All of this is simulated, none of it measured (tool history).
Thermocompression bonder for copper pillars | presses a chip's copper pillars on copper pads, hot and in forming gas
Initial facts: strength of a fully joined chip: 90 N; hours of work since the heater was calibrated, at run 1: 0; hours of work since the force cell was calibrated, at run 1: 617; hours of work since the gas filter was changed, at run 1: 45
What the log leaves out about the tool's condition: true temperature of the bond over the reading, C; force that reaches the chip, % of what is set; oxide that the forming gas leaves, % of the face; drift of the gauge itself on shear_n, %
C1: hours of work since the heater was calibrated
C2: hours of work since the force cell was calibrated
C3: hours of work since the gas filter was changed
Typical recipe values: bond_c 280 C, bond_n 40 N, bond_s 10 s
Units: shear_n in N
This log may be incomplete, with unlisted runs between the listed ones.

{"run": 1, "hour": 0.0, "bond_c": 280, "bond_n": 40, "bond_s": 10, "C1": 0, "C2": 617, "C3": 45, "shear_n": 56.3}
{"run": 2, "hour": 41.1, "bond_c": 280, "bond_n": 40, "bond_s": 10, "C1": 30, "C2": 648, "C3": 75, "shear_n": 56.7}
{"run": 3, "hour": 83.5, "bond_c": 280, "bond_n": 40, "bond_s": 10, "C1": 62, "C2": 679, "C3": 106, "shear_n": 54.3}
{"run": 4, "hour": 126.9, "bond_c": 280, "bond_n": 40, "bond_s": 10, "C1": 94, "C2": 711, "C3": 139, "shear_n": 53.2}
{"run": 5, "hour": 163.9, "bond_c": 280, "bond_n": 50, "bond_s": 10, "C1": 121, "C2": 738, "C3": 166, "shear_n": 59.3}
{"run": 6, "hour": 189.8, "bond_c": 280, "bond_n": 50, "bond_s": 10, "C1": 140, "C2": 758, "C3": 185, "shear_n": 58.4}
{"hour": 231.5, "done": "forming gas filter changed"}
{"run": 7, "hour": 253.6, "bond_c": 280, "bond_n": 40, "bond_s": 10, "C1": 187, "C2": 804, "C3": 16, "shear_n": 57.7}
{"run": 8, "hour": 291.0, "bond_c": 272, "bond_n": 40, "bond_s": 10, "C1": 215, "C2": 832, "C3": 44, "shear_n": 54.1}
{"run": 9, "hour": 341.1, "bond_c": 272, "bond_n": 40, "bond_s": 5, "C1": 252, "C2": 869, "C3": 81, "shear_n": 41.4}
{"run": 10, "hour": 379.6, "bond_c": 280, "bond_n": 40, "bond_s": 10, "C1": 280, "C2": 898, "C3": 110, "shear_n": 55.3}
{"run": 11, "hour": 432.6, "bond_c": 253, "bond_n": 40, "bond_s": 10, "C1": 320, "C2": 937, "C3": 149, "shear_n": 41.6}
{"run": 12, "hour": 486.4, "bond_c": 253, "bond_n": 40, "bond_s": 10, "C1": 359, "C2": 977, "C3": 189, "shear_n": 38.7}
{"hour": 526.9, "done": "forming gas filter changed"}
{"run": 13, "hour": 543.0, "bond_c": 253, "bond_n": 40, "bond_s": 10, "C1": 401, "C2": 1018, "C3": 12, "shear_n": 45.8}
{"run": 14, "hour": 601.7, "bond_c": 253, "bond_n": 40, "bond_s": 10, "C1": 444, "C2": 1061, "C3": 55, "shear_n": 43.5}
{"run": 15, "hour": 628.0, "bond_c": 253, "bond_n": 40, "bond_s": 10, "C1": 464, "C2": 1081, "C3": 75, "shear_n": 43}
{"run": 16, "hour": 674.8, "bond_c": 253, "bond_n": 40, "bond_s": 10, "C1": 498, "C2": 1116, "C3": 109, "shear_n": 42.6}
{"run": 17, "hour": 708.6, "bond_c": 253, "bond_n": 40, "bond_s": 10, "C1": 523, "C2": 1141, "C3": 134, "shear_n": 41.7}
{"run": 18, "hour": 767.5, "bond_c": 280, "bond_n": 39, "bond_s": 10, "C1": 567, "C2": 1184, "C3": 178, "shear_n": 55}
{"hour": 818.7, "done": "forming gas filter changed"}
{"run": 19, "hour": 827.7, "bond_c": 280, "bond_n": 39, "bond_s": 10, "C1": 611, "C2": 1228, "C3": 7, "shear_n": 60.3}
{"run": 20, "hour": 886.0, "bond_c": 280, "bond_n": 40, "bond_s": 10, "C1": 654, "C2": 1271, "C3": 50, "shear_n": 58.5}
{"hour": 897.1, "done": "heater calibrated with a thermocouple chip"}
{"run": 21, "hour": 950.8, "bond_c": 280, "bond_n": 24, "bond_s": 6, "C1": 40, "C2": 1318, "C3": 96, "shear_n": 30.8}
{"run": 22, "hour": 996.8, "bond_c": 267, "bond_n": 33, "bond_s": 10, "C1": 74, "C2": 1352, "C3": 130, "shear_n": 41.9}
{"run": 23, "hour": 1054.8, "bond_c": 251, "bond_n": 29, "bond_s": 10, "C1": 117, "C2": 1395, "C3": 173, "shear_n": 28.6}
{"hour": 1114.1, "done": "forming gas filter changed"}
{"run": 24, "hour": 1116.1, "bond_c": 280, "bond_n": 57, "bond_s": 10, "C1": 162, "C2": 1440, "C3": 1, "shear_n": 69.4}
{"hour": 1126.0, "done": "force cell calibrated"}
{"run": 25, "hour": 1144.2, "bond_c": 286, "bond_n": 57, "bond_s": 10, "C1": 181, "C2": 13, "C3": 21, "shear_n": 74}
{"run": 26, "hour": 1192.0, "bond_c": 286, "bond_n": 57, "bond_s": 10, "C1": 217, "C2": 49, "C3": 56, "shear_n": 72.3}
{"run": 27, "hour": 1249.5, "bond_c": 254, "bond_n": 57, "bond_s": 10, "C1": 259, "C2": 91, "C3": 99, "shear_n": 56.1}
{"run": 28, "hour": 1292.8, "bond_c": 254, "bond_n": 57, "bond_s": 10, "C1": 291, "C2": 123, "C3": 131, "shear_n": 53.9}
{"run": 29, "hour": 1340.5, "bond_c": 254, "bond_n": 57, "bond_s": 9, "C1": 326, "C2": 159, "C3": 166, "shear_n": 52.5}
{"run": 30, "hour": 1368.5, "bond_c": 254, "bond_n": 57, "bond_s": 9, "C1": 347, "C2": 179, "C3": 187, "shear_n": 50.6}
{"hour": 1411.2, "done": "forming gas filter changed"}
{"run": 31, "hour": 1421.7, "bond_c": 254, "bond_n": 57, "bond_s": 9, "C1": 386, "C2": 218, "C3": 8, "shear_n": 56.3}
{"run": 32, "hour": 1460.8, "bond_c": 254, "bond_n": 57, "bond_s": 9, "C1": 415, "C2": 247, "C3": 37, "shear_n": 55.8}
{"run": 33, "hour": 1495.2, "bond_c": 293, "bond_n": 30, "bond_s": 10, "C1": 440, "C2": 273, "C3": 62, "shear_n": 56.3}
{"run": 34, "hour": 1558.1, "bond_c": 273, "bond_n": 39, "bond_s": 12, "C1": 487, "C2": 319, "C3": 109, "shear_n": 57.2}
{"run": 35, "hour": 1621.8, "bond_c": 291, "bond_n": 44, "bond_s": 10, "C1": 534, "C2": 366, "C3": 156, "shear_n": 63.5}
{"run": 36, "hour": 1650.6, "bond_c": 261, "bond_n": 48, "bond_s": 28, "C1": 555, "C2": 388, "C3": 177, "shear_n": 67}
{"hour": 1705.9, "done": "forming gas filter changed"}
{"run": 37, "hour": 1713.3, "bond_c": 305, "bond_n": 26, "bond_s": 28, "C1": 601, "C2": 434, "C3": 6, "shear_n": 73.1}
{"run": 38, "hour": 1746.1, "bond_c": 284, "bond_n": 50, "bond_s": 28, "C1": 626, "C2": 458, "C3": 30, "shear_n": 83.3}
{"run": 39, "hour": 1775.5, "bond_c": 264, "bond_n": 41, "bond_s": 11, "C1": 647, "C2": 480, "C3": 51, "shear_n": 55.3}

Hidden state at the last listed run before each entry between runs and at the first one after, where it differs:
Logged between run 6 and run 7: forming gas filter changed (hour 231.5)
  true temperature of the bond over the reading, C: 1.6 -> 2; force that reaches the chip, % of what is set: 95.1 -> 94.8; oxide that the forming gas leaves, % of the face: 10.4 -> 1.45
  the result without the hidden state subtracted from the measured one, shear_n: -7.3 -> -1.2 N
Logged between run 12 and run 13: forming gas filter changed (hour 526.9)
  true temperature of the bond over the reading, C: 3.9 -> 4.3; force that reaches the chip, % of what is set: 94 -> 93.7; oxide that the forming gas leaves, % of the face: 10.62 -> 1.18
  the result without the hidden state subtracted from the measured one, shear_n: -4.2 -> +0 N
Logged between run 18 and run 19: forming gas filter changed (hour 818.7)
  true temperature of the bond over the reading, C: 6.2 -> 6.7; force that reaches the chip, % of what is set: 92.9 -> 92.6; oxide that the forming gas leaves, % of the face: 9.84 -> 0.9
  the result without the hidden state subtracted from the measured one, shear_n: -4.9 -> +0.7 N
Logged between run 20 and run 21: heater calibrated with a thermocouple chip (hour 897.1)
  true temperature of the bond over the reading, C: 7.1 -> 0.9; force that reaches the chip, % of what is set: 92.4 -> 92.2; oxide that the forming gas leaves, % of the face: 3.15 -> 5.47
  the result without the hidden state subtracted from the measured one, shear_n: -0.5 -> -3.5 N
Logged between run 23 and run 24: forming gas filter changed (hour 1114.1)
  true temperature of the bond over the reading, C: 1.7 -> 2.2; force that reaches the chip, % of what is set: 91.8 -> 91.5; oxide that the forming gas leaves, % of the face: 9.71 -> 0.64
  the result without the hidden state subtracted from the measured one, shear_n: -4.6 -> -1.8 N
Logged between run 24 and run 25: force cell calibrated (hour 1126)
  true temperature of the bond over the reading, C: 2.2 -> 2.4; force that reaches the chip, % of what is set: 91.5 -> 99.9; oxide that the forming gas leaves, % of the face: 0.64 -> 1.58
  the result without the hidden state subtracted from the measured one, shear_n: -1.8 -> +0.2 N
Logged between run 30 and run 31: forming gas filter changed (hour 1411.2)
  true temperature of the bond over the reading, C: 4.2 -> 4.7; force that reaches the chip, % of what is set: 99 -> 98.7; oxide that the forming gas leaves, % of the face: 10.43 -> 0.98
  the result without the hidden state subtracted from the measured one, shear_n: -3.6 -> +1.9 N
Logged between run 36 and run 37: forming gas filter changed (hour 1705.9)
  true temperature of the bond over the reading, C: 6.5 -> 7; force that reaches the chip, % of what is set: 97.8 -> 97.6; oxide that the forming gas leaves, % of the face: 10.06 -> 0.88
  the result without the hidden state subtracted from the measured one, shear_n: -4.6 -> +1.7 N

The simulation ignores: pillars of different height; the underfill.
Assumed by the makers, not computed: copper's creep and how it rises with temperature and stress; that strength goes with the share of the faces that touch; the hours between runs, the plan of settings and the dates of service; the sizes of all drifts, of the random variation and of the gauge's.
